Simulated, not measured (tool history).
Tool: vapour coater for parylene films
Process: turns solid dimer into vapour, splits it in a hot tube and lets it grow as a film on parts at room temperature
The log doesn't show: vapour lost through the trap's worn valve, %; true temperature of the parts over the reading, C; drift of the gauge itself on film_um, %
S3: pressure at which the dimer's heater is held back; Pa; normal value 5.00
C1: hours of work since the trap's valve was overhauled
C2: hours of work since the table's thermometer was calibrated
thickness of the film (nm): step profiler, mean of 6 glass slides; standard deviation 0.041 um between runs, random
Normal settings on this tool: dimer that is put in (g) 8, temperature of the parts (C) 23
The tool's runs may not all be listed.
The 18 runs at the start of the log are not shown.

{"run": 19, "hour": 630.4, "dimer that is put in (g)": 8, "temperature of the parts (C)": 16, "S3": 6.99, "C1": 66, "C2": 392, "thickness of the film (nm)": 4520}
{"run": 20, "hour": 674.1, "dimer that is put in (g)": 8, "temperature of the parts (C)": 16, "S3": 6.99, "C1": 94, "C2": 420, "thickness of the film (nm)": 4450}
{"run": 21, "hour": 697.3, "dimer that is put in (g)": 7, "temperature of the parts (C)": 18, "S3": 5.0, "C1": 108, "C2": 434, "thickness of the film (nm)": 3540}
{"hour": 722.1, "done": "trap's valve overhauled, once more"}
{"run": 22, "hour": 739.0, "dimer that is put in (g)": 7, "temperature of the parts (C)": 18, "S3": 5.0, "C1": 11, "C2": 458, "thickness of the film (nm)": 4410}
{"run": 23, "hour": 764.7, "dimer that is put in (g)": 3, "temperature of the parts (C)": 20, "S3": 11.68, "C1": 27, "C2": 474, "thickness of the film (nm)": 1710}
{"run": 24, "hour": 792.7, "dimer that is put in (g)": 3, "temperature of the parts (C)": 20, "S3": 11.68, "C1": 44, "C2": 491, "thickness of the film (nm)": 1660}
{"run": 25, "hour": 825.9, "dimer that is put in (g)": 8, "temperature of the parts (C)": 23, "S3": 5.0, "C1": 65, "C2": 512, "thickness of the film (nm)": 4330}
{"run": 26, "hour": 861.4, "dimer that is put in (g)": 8, "temperature of the parts (C)": 19, "S3": 3.81, "C1": 87, "C2": 534, "thickness of the film (nm)": 4860}
{"run": 27, "hour": 900.1, "dimer that is put in (g)": 4, "temperature of the parts (C)": 21, "S3": 2.82, "C1": 111, "C2": 558, "thickness of the film (nm)": 2320}
{"run": 28, "hour": 938.5, "dimer that is put in (g)": 4, "temperature of the parts (C)": 21, "S3": 2.82, "C1": 135, "C2": 582, "thickness of the film (nm)": 2320}
{"run": 29, "hour": 969.5, "dimer that is put in (g)": 4, "temperature of the parts (C)": 21, "S3": 2.82, "C1": 154, "C2": 601, "thickness of the film (nm)": 2320}
{"run": 30, "hour": 1010.3, "dimer that is put in (g)": 4, "temperature of the parts (C)": 21, "S3": 2.82, "C1": 180, "C2": 627, "thickness of the film (nm)": 2260}
{"run": 31, "hour": 1039.0, "dimer that is put in (g)": 8, "temperature of the parts (C)": 34, "S3": 2.61, "C1": 198, "C2": 645, "thickness of the film (nm)": 3200}
{"run": 32, "hour": 1070.7, "dimer that is put in (g)": 8, "temperature of the parts (C)": 34, "S3": 2.61, "C1": 217, "C2": 665, "thickness of the film (nm)": 3150}
{"run": 33, "hour": 1100.4, "dimer that is put in (g)": 8, "temperature of the parts (C)": 23, "S3": 9.75, "C1": 236, "C2": 683, "thickness of the film (nm)": 3980}
{"run": 34, "hour": 1137.3, "dimer that is put in (g)": 8, "temperature of the parts (C)": 23, "S3": 9.75, "C1": 259, "C2": 706, "thickness of the film (nm)": 3930}
{"run": 35, "hour": 1176.6, "dimer that is put in (g)": 8, "temperature of the parts (C)": 26, "S3": 5.6, "C1": 283, "C2": 731, "thickness of the film (nm)": 3750}
{"run": 36, "hour": 1217.8, "dimer that is put in (g)": 6, "temperature of the parts (C)": 26, "S3": 2.06, "C1": 309, "C2": 756, "thickness of the film (nm)": 2950}
{"run": 37, "hour": 1242.5, "dimer that is put in (g)": 6, "temperature of the parts (C)": 26, "S3": 2.06, "C1": 324, "C2": 772, "thickness of the film (nm)": 2860}

Each row is a separate what-if for the run after 37, all from the same tool condition, not one after another. Results?
{"run": "A", "hour": 1264.9, "dimer that is put in (g)": 6, "temperature of the parts (C)": 27, "S3": 2.06, "C1": 338, "C2": 786, "thickness of the film (nm)": "?"}
{"run": "B", "hour": 1264.9, "dimer that is put in (g)": 8, "temperature of the parts (C)": 23, "S3": 3.39, "C1": 338, "C2": 786, "thickness of the film (nm)": "?"}
{"run": "C", "hour": 1264.9, "dimer that is put in (g)": 6, "temperature of the parts (C)": 23, "S3": 2.06, "C1": 338, "C2": 786, "thickness of the film (nm)": "?"}

run=A thickness_of_the_film_(nm)=2840
run=B thickness_of_the_film_(nm)=4070
run=C thickness_of_the_film_(nm)=3170
The same runs, with their run-to-run variation unchanged, on a tool lacking any hidden condition would have given:
run=A thickness_of_the_film_(nm)=3140
run=B thickness_of_the_film_(nm)=4500
run=C thickness_of_the_film_(nm)=3500
